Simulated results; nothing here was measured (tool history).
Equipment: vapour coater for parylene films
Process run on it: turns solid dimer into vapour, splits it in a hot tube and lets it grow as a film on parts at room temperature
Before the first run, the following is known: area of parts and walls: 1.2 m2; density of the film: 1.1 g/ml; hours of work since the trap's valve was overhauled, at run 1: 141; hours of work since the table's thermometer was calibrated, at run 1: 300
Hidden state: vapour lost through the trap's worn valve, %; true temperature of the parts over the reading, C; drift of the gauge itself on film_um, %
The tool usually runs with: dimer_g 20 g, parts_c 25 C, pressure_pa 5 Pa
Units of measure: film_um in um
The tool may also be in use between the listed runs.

run     day  dimer_g  parts_c  pressure_pa  hours of work since the trap's valve was overhauled  hours of work since the table's thermometer was calibrated  film_um
  1       0       20       25            5                                                  141                                                         300     8.86
  2   0.583       20       25            5                                                  151                                                         310     8.76
  3   1.071       20       25         9.94                                                  159                                                         318      7.5
  4   1.638       20       25         9.19                                                  168                                                         327     7.63
  5   2.354       20       25         9.19                                                  180                                                         339      7.5
  6   3.196       20       25         9.19                                                  194                                                         353     7.53
  7   3.738       20       25         9.19                                                  203                                                         362     7.54
  8   4.442       20       25         9.19                                                  215                                                         374     7.41
  9     5.2       20       25         9.19                                                  227                                                         387     7.36
      5.733  -- trap's valve overhauled
 10   6.383       20       25            5                                                   11                                                         403     9.85
 11   7.104       20       25            5                                                   23                                                         415     9.74
 12    8.05       20       25            5                                                   38                                                         431      9.7
 13   8.738       20       25            5                                                   50                                                         442      9.6
 14   9.329       20       25         3.09                                                   60                                                         452    10.44
 15   9.875       20       25         3.09                                                   69                                                         461    10.21
 16  10.633       20       25            5                                                   81                                                         474     9.41
     10.758  -- table's thermometer calibrated
 17  11.275       20       25            5                                                   91                                                           9     9.38
 18  12.146       20       33            5                                                  106                                                          23     6.92
 19  13.012       15       33         6.19                                                  120                                                          37     4.95
 20  13.442       15       33         6.19                                                  127                                                          45     4.93
     13.729  -- table's thermometer calibrated, once more
 21  13.971       15       33         6.19                                                  135                                                           4     4.82
 22  14.425       15       33         6.19                                                  143                                                          12     4.86
 23  15.233       18       23         2.25                                                  156                                                          25    10.08
 24  16.196       18       23         2.25                                                  172                                                          41      9.8
 25  17.083       34       20         3.07                                                  187                                                          56    19.45
 26  17.883       34       20         3.07                                                  200                                                          69    19.05
 27    18.7       34       20         3.07                                                  214                                                          83    19.14
 28  19.488       20       25         2.77                                                  227                                                          96     9.59
     20.079  -- trap's valve overhauled
 29  20.625       20       25         2.77                                                    9                                                         112    10.95
 30  21.246       23       33         4.64                                                   19                                                         122     8.37
 31  21.788       21       23         2.25                                                   28                                                         131    12.66
 32  22.542       20       17          3.3                                                   41                                                         144    13.93
 33    23.5       20       17          3.3                                                   57                                                         160    13.51
 34  23.975       20       17          3.3                                                   65                                                         167    13.92
 35  24.883       15       25            5                                                   80                                                         182        7

Hidden state or all else? Some run-to-run changes of film_um, split into what the settings, what came in and random variation would give without the hidden state, and what is left for the hidden state (with any gauge scatter that isn't in both results):
Run 24 -> 25: dimer_g 18 -> 34, parts_c 23 -> 20, pressure_pa 2.25 -> 3.07. film_um +9.65 um: hidden state -1.44, all else +11.09.
Run 27 -> 28: dimer_g 34 -> 20, parts_c 20 -> 25, pressure_pa 3.07 -> 2.77. film_um -9.55 um: hidden state +1.41, all else -10.96.
Run 28 -> 29: trap's valve overhauled. film_um +1.36 um: hidden state +1.51, all else -0.15.
Run 34 -> 35: dimer_g 20 -> 15, parts_c 17 -> 25, pressure_pa 3.3 -> 5. film_um -6.92 um: hidden state +0.26, all else -7.18.
